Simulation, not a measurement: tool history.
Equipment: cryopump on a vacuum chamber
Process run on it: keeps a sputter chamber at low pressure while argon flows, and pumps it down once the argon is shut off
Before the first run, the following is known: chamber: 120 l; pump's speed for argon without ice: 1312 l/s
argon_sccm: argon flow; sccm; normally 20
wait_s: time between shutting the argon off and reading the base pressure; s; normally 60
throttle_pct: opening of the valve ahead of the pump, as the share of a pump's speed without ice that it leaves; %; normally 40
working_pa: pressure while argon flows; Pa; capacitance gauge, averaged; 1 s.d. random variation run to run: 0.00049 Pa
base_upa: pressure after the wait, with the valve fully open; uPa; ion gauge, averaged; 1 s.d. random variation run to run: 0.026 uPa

Run 1, day 0: usual settings. Result: working_pa 0.0666 Pa, base_upa 2.79 uPa.
Run 2, day 2.371: usual settings. Result: working_pa 0.0672 Pa, base_upa 2.78 uPa.
Run 3, day 4.704: usual settings. Result: working_pa 0.0672 Pa, base_upa 2.76 uPa.
Run 4, day 7.125: usual settings. Result: working_pa 0.0676 Pa, base_upa 2.92 uPa.
Run 5, day 9.117: usual settings. Result: working_pa 0.0672 Pa, base_upa 2.91 uPa.
Run 6, day 10.846: usual settings. Result: working_pa 0.0673 Pa, base_upa 3.1 uPa.
Run 7, day 13.521: usual settings but throttle_pct 31 %. Result: working_pa 0.0859 Pa, base_upa 3.05 uPa.
Run 8, day 15.458: usual settings but throttle_pct 29 %. Result: working_pa 0.0932 Pa, base_upa 3.1 uPa.
Run 9, day 16.912: usual settings but throttle_pct 29 %. Result: working_pa 0.0941 Pa, base_upa 3.15 uPa.
Run 10, day 19.521: usual settings but throttle_pct 29 %. Result: working_pa 0.0921 Pa, base_upa 3.19 uPa.
Run 11, day 21.229: usual settings but throttle_pct 29 %. Result: working_pa 0.093 Pa, base_upa 3.23 uPa.
Run 12, day 22.521: usual settings but wait_s 73 s. Result: working_pa 0.0701 Pa, base_upa 2.95 uPa.
Run 13, day 24.275: usual settings but wait_s 73 s. Result: working_pa 0.0694 Pa, base_upa 3.09 uPa.
Run 14, day 26.662: usual settings but wait_s 73 s. Result: working_pa 0.0696 Pa, base_upa 3.18 uPa.
Run 15, day 28.65: usual settings but wait_s 73 s. Result: working_pa 0.0703 Pa, base_upa 3.2 uPa.
Run 16, day 30.721: usual settings but wait_s 73 s. Result: working_pa 0.071 Pa, base_upa 3.29 uPa.
At day 33.321: pump warmed up, emptied and cooled again.
Run 17, day 33.617: usual settings but wait_s 73 s. Result: working_pa 0.065 Pa, base_upa 2.9 uPa.
Run 18, day 35.475: usual settings but wait_s 73 s. Result: working_pa 0.0658 Pa, base_upa 2.81 uPa.
Run 19, day 38.104: usual settings but wait_s 143 s. Result: working_pa 0.0654 Pa, base_upa 2.53 uPa.
Run 20, day 40.183: usual settings but wait_s 143 s, throttle_pct 17 %. Result: working_pa 0.1539 Pa, base_upa 2.63 uPa.
Run 21, day 42.642: usual settings but wait_s 143 s, throttle_pct 17 %. Result: working_pa 0.1524 Pa, base_upa 2.64 uPa.
Run 22, day 45.358: usual settings but wait_s 143 s, throttle_pct 17 %. Result: working_pa 0.1552 Pa, base_upa 2.62 uPa.
Run 23, day 47.754: usual settings but throttle_pct 38 %. Result: working_pa 0.0699 Pa, base_upa 3.16 uPa.
Run 24, day 49.575: usual settings but argon_sccm 33 sccm, wait_s 36 s. Result: working_pa 0.1101 Pa, base_upa 3.83 uPa.
Run 25, day 51.867: usual settings but argon_sccm 16 sccm, wait_s 24 s, throttle_pct 31 %. Result: working_pa 0.0681 Pa, base_upa 4.64 uPa.
Run 26, day 54.371: usual settings but argon_sccm 16 sccm, wait_s 24 s, throttle_pct 31 %. Result: working_pa 0.0691 Pa, base_upa 4.66 uPa.
Run 27, day 55.858: usual settings but argon_sccm 10 sccm, wait_s 222 s, throttle_pct 56 %. Result: working_pa 0.0244 Pa, base_upa 2.74 uPa.
Run 28, day 58.558: usual settings but wait_s 45 s, throttle_pct 22 %. Result: working_pa 0.1209 Pa, base_upa 3.71 uPa.
Run 29, day 60.079: usual settings but wait_s 45 s, throttle_pct 43 %. Result: working_pa 0.0639 Pa, base_upa 3.9 uPa.
Run 30, day 62.729: usual settings but argon_sccm 17 sccm, wait_s 116 s, throttle_pct 16 %. Result: working_pa 0.1405 Pa, base_upa 3.04 uPa.
Run 31, day 64.296: usual settings but argon_sccm 17 sccm, wait_s 116 s, throttle_pct 16 %. Result: working_pa 0.141 Pa, base_upa 3 uPa.
Run 32, day 65.858: usual settings but argon_sccm 15 sccm, wait_s 138 s, throttle_pct 47 %. Result: working_pa 0.0436 Pa, base_upa 3.08 uPa.
Run 33, day 68.021: usual settings but argon_sccm 15 sccm, wait_s 138 s, throttle_pct 47 %. Result: working_pa 0.0445 Pa, base_upa 3.21 uPa.
Run 34, day 70.112: usual settings but argon_sccm 16 sccm, wait_s 102 s, throttle_pct 45 %. Result: working_pa 0.0491 Pa, base_upa 3.26 uPa.

3 ways to go on from here, each from the tool as it stands after run 34. What would each give?
Run A, day 71.254: usual settings but argon_sccm 32 sccm, throttle_pct 16 %. Result: working_pa ?, base_upa ?.
Run B, day 71.254: usual settings but argon_sccm 13 sccm, wait_s 102 s, throttle_pct 45 %. Result: working_pa ?, base_upa ?.
Run C, day 71.254: usual settings but argon_sccm 35 sccm, wait_s 102 s, throttle_pct 45 %. Result: working_pa ?, base_upa ?.

run  working_pa  base_upa
  A      0.2667      3.71
  B      0.0405       3.3
  C      0.1094      3.35
What these runs would have given with no unlogged condition in the tool:
run  working_pa  base_upa
  A       0.259      1.14
  B      0.0373      0.74
  C      0.1009      0.75
